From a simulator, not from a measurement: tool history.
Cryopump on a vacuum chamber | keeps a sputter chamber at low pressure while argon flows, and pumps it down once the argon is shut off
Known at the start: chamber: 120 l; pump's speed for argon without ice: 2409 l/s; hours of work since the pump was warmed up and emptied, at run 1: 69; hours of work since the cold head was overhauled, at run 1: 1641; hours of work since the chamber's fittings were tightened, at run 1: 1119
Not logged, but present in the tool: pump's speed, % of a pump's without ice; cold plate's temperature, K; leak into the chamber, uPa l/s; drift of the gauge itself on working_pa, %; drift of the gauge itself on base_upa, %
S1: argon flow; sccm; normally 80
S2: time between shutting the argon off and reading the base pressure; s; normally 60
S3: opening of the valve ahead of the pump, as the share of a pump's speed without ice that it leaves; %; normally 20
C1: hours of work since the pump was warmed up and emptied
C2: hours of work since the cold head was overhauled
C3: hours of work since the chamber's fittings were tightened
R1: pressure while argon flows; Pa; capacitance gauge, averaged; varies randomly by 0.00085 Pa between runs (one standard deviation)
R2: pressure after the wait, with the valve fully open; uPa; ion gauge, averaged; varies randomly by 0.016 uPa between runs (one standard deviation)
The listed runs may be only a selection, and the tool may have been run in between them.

| run | day | S1 | S2 | S3 | C1 | C2 | C3 | R1 | R2 |
|---|---|---|---|---|---|---|---|---|---|
| 1 | 0 | 80 | 60 | 20 | 69 | 1641 | 1119 | 0.2837 | 1.31 |
| 2 | 1.692 | 80 | 60 | 20 | 104 | 1676 | 1154 | 0.2842 | 1.33 |
|  | 2.662 | leaking fittings of the chamber tightened, without venting |
| 3 | 5.588 | 80 | 60 | 20 | 184 | 1756 | 61 | 0.2872 | 1.09 |
| 4 | 7.642 | 80 | 60 | 20 | 227 | 1799 | 104 | 0.2889 | 1.12 |
| 5 | 10.546 | 80 | 147 | 20 | 288 | 1860 | 165 | 0.2893 | 0.56 |
|  | 13.012 | pump warmed up, emptied and cooled again |
| 6 | 14.038 | 80 | 147 | 20 | 21 | 1929 | 234 | 0.2824 | 0.58 |
| 7 | 17.533 | 80 | 147 | 20 | 95 | 2002 | 307 | 0.2852 | 0.55 |
| 8 | 20.138 | 80 | 147 | 20 | 149 | 2057 | 362 | 0.287 | 0.59 |
| 9 | 22.588 | 80 | 60 | 20 | 201 | 2108 | 413 | 0.2889 | 1.19 |
| 10 | 26.621 | 80 | 60 | 20 | 285 | 2193 | 498 | 0.2894 | 1.19 |
|  | 29.042 | pump warmed up, emptied and cooled again |
| 11 | 29.208 | 80 | 60 | 20 | 3 | 2243 | 547 | 0.2808 | 1.16 |
| 12 | 33.071 | 80 | 60 | 20 | 84 | 2323 | 628 | 0.2848 | 1.2 |
| 13 | 37.167 | 80 | 60 | 20 | 170 | 2409 | 714 | 0.2869 | 1.26 |
| 14 | 39.892 | 80 | 44 | 20 | 227 | 2466 | 771 | 0.2894 | 1.62 |
| 15 | 43.258 | 80 | 44 | 20 | 298 | 2537 | 842 | 0.2915 | 1.63 |
|  | 45.146 | pump warmed up, emptied and cooled again |
| 16 | 45.558 | 80 | 44 | 20 | 9 | 2581 | 886 | 0.2813 | 1.58 |
| 17 | 48.246 | 80 | 44 | 20 | 65 | 2637 | 942 | 0.284 | 1.62 |
| 18 | 52.333 | 80 | 60 | 33 | 151 | 2723 | 1028 | 0.1782 | 1.31 |
| 19 | 55.667 | 80 | 60 | 33 | 220 | 2792 | 1097 | 0.1791 | 1.34 |
| 20 | 58.329 | 41 | 90 | 42 | 276 | 2848 | 1153 | 0.0742 | 1.01 |
|  | 59.262 | leaking fittings of the chamber tightened, without venting |
|  | 61.517 | pump warmed up, emptied and cooled again |
| 21 | 62.158 | 72 | 140 | 49 | 14 | 2922 | 56 | 0.106 | 0.53 |
| 22 | 63.983 | 93 | 21 | 28 | 52 | 2961 | 95 | 0.2373 | 2.81 |
| 23 | 67.65 | 38 | 191 | 24 | 129 | 3037 | 171 | 0.1136 | 0.46 |
| 24 | 69.812 | 38 | 191 | 24 | 174 | 3083 | 217 | 0.1157 | 0.48 |
| 25 | 72.288 | 140 | 70 | 20 | 226 | 3135 | 269 | 0.5079 | 1.02 |
| 26 | 76.312 | 96 | 70 | 37 | 310 | 3219 | 353 | 0.1977 | 1.06 |
|  | 77.829 | pump warmed up, emptied and cooled again |
| 27 | 80.167 | 46 | 40 | 41 | 49 | 3295 | 429 | 0.0806 | 1.64 |
| 28 | 83.321 | 152 | 40 | 50 | 115 | 3361 | 495 | 0.2224 | 1.65 |
| 29 | 85.383 | 80 | 43 | 59 | 158 | 3405 | 538 | 0.102 | 1.59 |
| 30 | 87.212 | 80 | 43 | 59 | 197 | 3443 | 577 | 0.1017 | 1.61 |
| 31 | 89.642 | 59 | 119 | 33 | 247 | 3494 | 628 | 0.132 | 0.76 |
| 32 | 91.667 | 59 | 119 | 33 | 290 | 3536 | 670 | 0.1337 | 0.79 |
|  | 94.012 | pump warmed up, emptied and cooled again |
| 33 | 94.7 | 59 | 119 | 33 | 14 | 3595 | 729 | 0.1278 | 0.75 |
| 34 | 98.442 | 153 | 169 | 30 | 93 | 3674 | 808 | 0.3679 | 0.63 |
| 35 | 100.2 | 147 | 150 | 35 | 130 | 3711 | 845 | 0.3067 | 0.71 |

Some steps in R1 between neighbouring runs. How much of each would the tool show without its hidden state too (settings, what came in, random variation), and how much is left for the hidden state, with any gauge scatter that isn't in both results?
Run 15 -> 16: pump warmed up, emptied and cooled again. R1 -0.0102 Pa: hidden state -0.0087, all else -0.0015.
Run 24 -> 25: S1 38 -> 140, S2 191 -> 70, S3 24 -> 20. R1 +0.3922 Pa: hidden state +0.0126, all else +0.3796.
Run 25 -> 26: S1 140 -> 96, S3 20 -> 37. R1 -0.3102 Pa: hidden state -0.0014, all else -0.3088.
Run 26 -> 27: S1 96 -> 46, S2 70 -> 40, S3 37 -> 41, pump warmed up, emptied and cooled again. R1 -0.1171 Pa: hidden state -0.0127, all else -0.1044.
Run 33 -> 34: S1 59 -> 153, S2 119 -> 169, S3 33 -> 30. R1 +0.2401 Pa: hidden state +0.0079, all else +0.2322.

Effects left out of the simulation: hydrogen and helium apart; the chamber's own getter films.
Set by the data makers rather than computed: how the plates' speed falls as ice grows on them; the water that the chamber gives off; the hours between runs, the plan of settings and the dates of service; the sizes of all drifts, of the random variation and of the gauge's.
